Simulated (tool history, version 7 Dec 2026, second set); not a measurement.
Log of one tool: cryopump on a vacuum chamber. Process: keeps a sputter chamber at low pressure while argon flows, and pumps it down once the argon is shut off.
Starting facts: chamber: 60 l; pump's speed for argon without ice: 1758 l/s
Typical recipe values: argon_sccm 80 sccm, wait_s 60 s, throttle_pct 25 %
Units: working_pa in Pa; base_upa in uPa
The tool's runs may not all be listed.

| run | hour | argon_sccm | wait_s | throttle_pct | working_pa | base_upa |
|---|---|---|---|---|---|---|
| 1 | 0 | 80 | 60 | 25 | 0.3193 | 1.45 |
| 2 | 42.5 | 61 | 60 | 25 | 0.2439 | 1.47 |
| 3 | 100.5 | 61 | 60 | 25 | 0.2474 | 1.49 |
| 4 | 132.6 | 61 | 60 | 25 | 0.2449 | 1.54 |
| 5 | 165.8 | 61 | 60 | 25 | 0.2472 | 1.46 |
| 6 | 207.5 | 61 | 60 | 25 | 0.247 | 1.48 |
| 7 | 255 | 61 | 60 | 25 | 0.2486 | 1.54 |
| 8 | 298.2 | 80 | 96 | 25 | 0.3243 | 1.13 |
| 9 | 334.3 | 80 | 96 | 25 | 0.3293 | 1.22 |
| 10 | 389.1 | 80 | 291 | 25 | 0.3291 | 0.78 |
| 11 | 441.1 | 80 | 162 | 25 | 0.3292 | 1 |
| 12 | 473.4 | 80 | 60 | 50 | 0.1778 | 1.63 |
| 13 | 529.4 | 80 | 60 | 50 | 0.1805 | 1.67 |
| 14 | 581.2 | 80 | 60 | 50 | 0.1793 | 1.69 |
| 15 | 609.5 | 141 | 60 | 50 | 0.3219 | 1.74 |
| 16 | 644.1 | 141 | 60 | 50 | 0.3254 | 1.78 |
| 17 | 704.9 | 141 | 60 | 50 | 0.3287 | 1.72 |
| 18 | 748.8 | 141 | 60 | 50 | 0.3307 | 1.78 |
| 19 | 775.8 | 79 | 81 | 19 | 0.4326 | 1.55 |
|  | 792.2 | pump warmed up, emptied and cooled again |
| 20 | 818.7 | 80 | 77 | 35 | 0.2208 | 1.36 |
| 21 | 864.4 | 80 | 77 | 35 | 0.2208 | 1.34 |
| 22 | 922.2 | 47 | 258 | 33 | 0.1386 | 0.81 |
| 23 | 949 | 80 | 26 | 47 | 0.1672 | 3.02 |
| 24 | 979.6 | 80 | 26 | 47 | 0.1688 | 3.03 |
| 25 | 1011.3 | 118 | 57 | 30 | 0.3866 | 1.69 |
| 26 | 1061.8 | 80 | 60 | 29 | 0.2723 | 1.68 |
| 27 | 1103.8 | 80 | 60 | 29 | 0.2719 | 1.67 |
| 28 | 1134.1 | 80 | 60 | 29 | 0.2736 | 1.67 |
| 29 | 1179.9 | 80 | 31 | 18 | 0.4395 | 2.71 |
| 30 | 1208.3 | 62 | 31 | 19 | 0.3236 | 2.77 |
| 31 | 1270.2 | 36 | 60 | 25 | 0.1445 | 1.75 |
| 32 | 1316.1 | 150 | 60 | 45 | 0.3452 | 1.77 |
| 33 | 1353.2 | 150 | 60 | 45 | 0.3451 | 1.8 |
| 34 | 1402 | 50 | 44 | 23 | 0.2182 | 2.17 |

Each row is a separate what-if for the run after 34, all from the same tool condition, not one after another. Results?
| A | 1455.7 | 47 | 30 | 35 | ? | ? |
| B | 1455.7 | 80 | 25 | 49 | ? | ? |
| C | 1455.7 | 80 | 32 | 18 | ? | ? |

| run | working_pa | base_upa |
|---|---|---|
| A | 0.1377 | 2.81 |
| B | 0.1741 | 3.27 |
| C | 0.4447 | 2.8 |
Stripped of hidden state, with their random variation kept, the same runs would have yielded:
| run | working_pa | base_upa |
|---|---|---|
| A | 0.1279 | 2.18 |
| B | 0.1573 | 2.63 |
| C | 0.4279 | 2.15 |
